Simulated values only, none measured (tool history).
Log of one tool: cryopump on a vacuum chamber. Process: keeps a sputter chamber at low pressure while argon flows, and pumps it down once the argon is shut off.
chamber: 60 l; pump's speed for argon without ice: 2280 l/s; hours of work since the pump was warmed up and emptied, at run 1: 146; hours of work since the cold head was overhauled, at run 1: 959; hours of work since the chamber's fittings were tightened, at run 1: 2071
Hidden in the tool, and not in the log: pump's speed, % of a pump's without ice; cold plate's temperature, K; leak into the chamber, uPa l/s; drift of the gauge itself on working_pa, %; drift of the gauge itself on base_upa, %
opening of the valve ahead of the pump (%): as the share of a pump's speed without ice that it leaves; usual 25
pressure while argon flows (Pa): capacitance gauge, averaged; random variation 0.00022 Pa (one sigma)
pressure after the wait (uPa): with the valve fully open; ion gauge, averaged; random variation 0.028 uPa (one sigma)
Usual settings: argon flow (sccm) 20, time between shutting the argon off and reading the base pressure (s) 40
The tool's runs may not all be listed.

| run | day | argon flow (sccm) | time between shutting the argon off and reading the base pressure (s) | opening of the valve ahead of the pump (%) | hours of work since the pump was warmed up and emptied | hours of work since the cold head was overhauled | hours of work since the chamber's fittings were tightened | pressure while argon flows (Pa) | pressure after the wait (uPa) |
|---|---|---|---|---|---|---|---|---|---|
| 1 | 0.000 | 20 | 40 | 25 | 146 | 959 | 2071 | 0.0595 | 2.15 |
| 2 | 2.896 | 20 | 34 | 25 | 187 | 1000 | 2113 | 0.0595 | 2.47 |
| 3 | 4.500 | 30 | 40 | 25 | 210 | 1023 | 2136 | 0.0905 | 2.21 |
| 4 | 6.246 | 30 | 40 | 25 | 235 | 1048 | 2161 | 0.0899 | 2.27 |
| 5 | 7.962 | 20 | 40 | 25 | 260 | 1073 | 2185 | 0.0598 | 2.36 |
| 6 | 10.879 | 20 | 40 | 25 | 301 | 1115 | 2227 | 0.0602 | 2.31 |
| 7 | 12.854 | 20 | 40 | 25 | 330 | 1143 | 2255 | 0.0607 | 2.34 |
| 8 | 14.671 | 20 | 40 | 25 | 356 | 1169 | 2281 | 0.0601 | 2.36 |
| 9 | 17.279 | 20 | 40 | 25 | 393 | 1206 | 2319 | 0.0604 | 2.31 |
| 10 | 18.875 | 20 | 40 | 25 | 416 | 1229 | 2342 | 0.0607 | 2.41 |
| 11 | 20.758 | 20 | 40 | 25 | 443 | 1256 | 2369 | 0.0607 | 2.49 |
| 12 | 22.929 | 20 | 40 | 25 | 474 | 1287 | 2400 | 0.0608 | 2.49 |
| 13 | 26.071 | 20 | 40 | 25 | 519 | 1332 | 2445 | 0.0612 | 2.46 |
| 14 | 29.383 | 20 | 40 | 25 | 566 | 1379 | 2492 | 0.0615 | 2.52 |
| 15 | 31.188 | 12 | 40 | 25 | 592 | 1405 | 2518 | 0.0369 | 2.56 |
| 16 | 33.925 | 20 | 40 | 20 | 631 | 1444 | 2557 | 0.0764 | 2.56 |
| 17 | 35.417 | 20 | 40 | 25 | 653 | 1466 | 2578 | 0.0614 | 2.62 |
| 18 | 37.633 | 20 | 244 | 25 | 684 | 1497 | 2610 | 0.0615 | 1.63 |
| 19 | 39.446 | 39 | 103 | 19 | 710 | 1523 | 2636 | 0.1569 | 2.03 |
| 20 | 42.333 | 24 | 24 | 20 | 752 | 1565 | 2677 | 0.0924 | 3.45 |
| 21 | 44.250 | 37 | 81 | 18 | 779 | 1592 | 2705 | 0.1571 | 2.10 |
|  | 45.717 | pump warmed up, emptied and cooled again |
| 22 | 46.412 | 37 | 81 | 18 | 10 | 1620 | 2733 | 0.1527 | 1.96 |
| 23 | 49.800 | 12 | 154 | 38 | 58 | 1669 | 2781 | 0.0236 | 1.69 |
| 24 | 51.392 | 33 | 96 | 19 | 81 | 1691 | 2804 | 0.1299 | 1.92 |
| 25 | 53.383 | 33 | 96 | 27 | 110 | 1720 | 2832 | 0.0920 | 1.87 |
| 26 | 56.612 | 33 | 96 | 27 | 156 | 1766 | 2879 | 0.0920 | 1.97 |
| 27 | 58.088 | 33 | 96 | 27 | 177 | 1787 | 2900 | 0.0920 | 2.01 |
| 28 | 60.392 | 9 | 133 | 36 | 210 | 1820 | 2933 | 0.0185 | 1.89 |

The next listed run, before its measurement:
| 29 | 62.217 | 20 | 160 | 25 | 236 | 1846 | 2959 | ? | ? |

Run 29 gave pressure while argon flows (Pa) 0.0607, pressure after the wait (uPa) 1.79.
Without the tool's hidden state the same run would have given pressure while argon flows (Pa) 0.0596, pressure after the wait (uPa) 0.39.

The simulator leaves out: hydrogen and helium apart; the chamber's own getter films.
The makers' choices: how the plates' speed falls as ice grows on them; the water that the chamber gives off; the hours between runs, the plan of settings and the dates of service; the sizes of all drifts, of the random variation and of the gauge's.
